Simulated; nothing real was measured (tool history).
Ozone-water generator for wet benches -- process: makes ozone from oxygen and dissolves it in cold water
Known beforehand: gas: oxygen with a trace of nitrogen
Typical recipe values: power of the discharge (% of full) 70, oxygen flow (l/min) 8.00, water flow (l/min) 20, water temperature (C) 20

| run | hour | power of the discharge (% of full) | oxygen flow (l/min) | water flow (l/min) | water temperature (C) | dissolved ozone (ppm) | ozone in the gas ahead of the water (g/m3) |
|---|---|---|---|---|---|---|---|
| 1 | 0.0 | 70 | 8.00 | 20 | 20 | 28.1 | 221.2 |
| 2 | 37.7 | 70 | 8.00 | 22 | 20 | 26.0 | 220.5 |
| 3 | 77.7 | 70 | 8.00 | 22 | 20 | 26.0 | 222.3 |
| 4 | 106.5 | 70 | 8.00 | 22 | 20 | 25.6 | 219.5 |
| 5 | 144.9 | 70 | 8.00 | 22 | 20 | 26.2 | 222.1 |
| 6 | 213.5 | 70 | 8.00 | 22 | 20 | 25.9 | 221.6 |
| 7 | 274.6 | 70 | 8.00 | 20 | 20 | 28.0 | 219.6 |
| 8 | 314.0 | 70 | 8.00 | 20 | 20 | 27.5 | 219.3 |
| 9 | 376.0 | 70 | 8.00 | 20 | 20 | 27.9 | 218.1 |
| 10 | 410.0 | 70 | 8.00 | 20 | 20 | 27.6 | 218.4 |
| 11 | 475.4 | 70 | 8.00 | 20 | 20 | 27.6 | 216.7 |
| 12 | 505.7 | 70 | 8.00 | 15 | 20 | 33.4 | 219.2 |
| 13 | 547.3 | 70 | 8.00 | 15 | 20 | 34.0 | 219.0 |
| 14 | 615.6 | 70 | 8.00 | 15 | 19 | 34.0 | 218.5 |
| 15 | 673.4 | 65 | 8.00 | 20 | 15 | 28.2 | 206.6 |
| 16 | 713.7 | 65 | 8.00 | 20 | 15 | 28.3 | 203.7 |
| 17 | 761.3 | 65 | 10.36 | 22 | 14 | 27.2 | 188.9 |
| 18 | 825.6 | 70 | 8.00 | 20 | 18 | 28.4 | 217.2 |
| 19 | 887.2 | 46 | 9.49 | 25 | 17 | 17.0 | 143.3 |
| 20 | 946.7 | 46 | 9.49 | 25 | 17 | 17.1 | 141.7 |

The next listed run, before its measurement:
| 21 | 985.2 | 46 | 9.49 | 25 | 17 | ? | ? |

dissolved ozone (ppm): 16.9
ozone in the gas ahead of the water (g/m3): 142.5
Without the tool's hidden state the same run would have given dissolved ozone (ppm) 18.2, ozone in the gas ahead of the water (g/m3) 147.5.
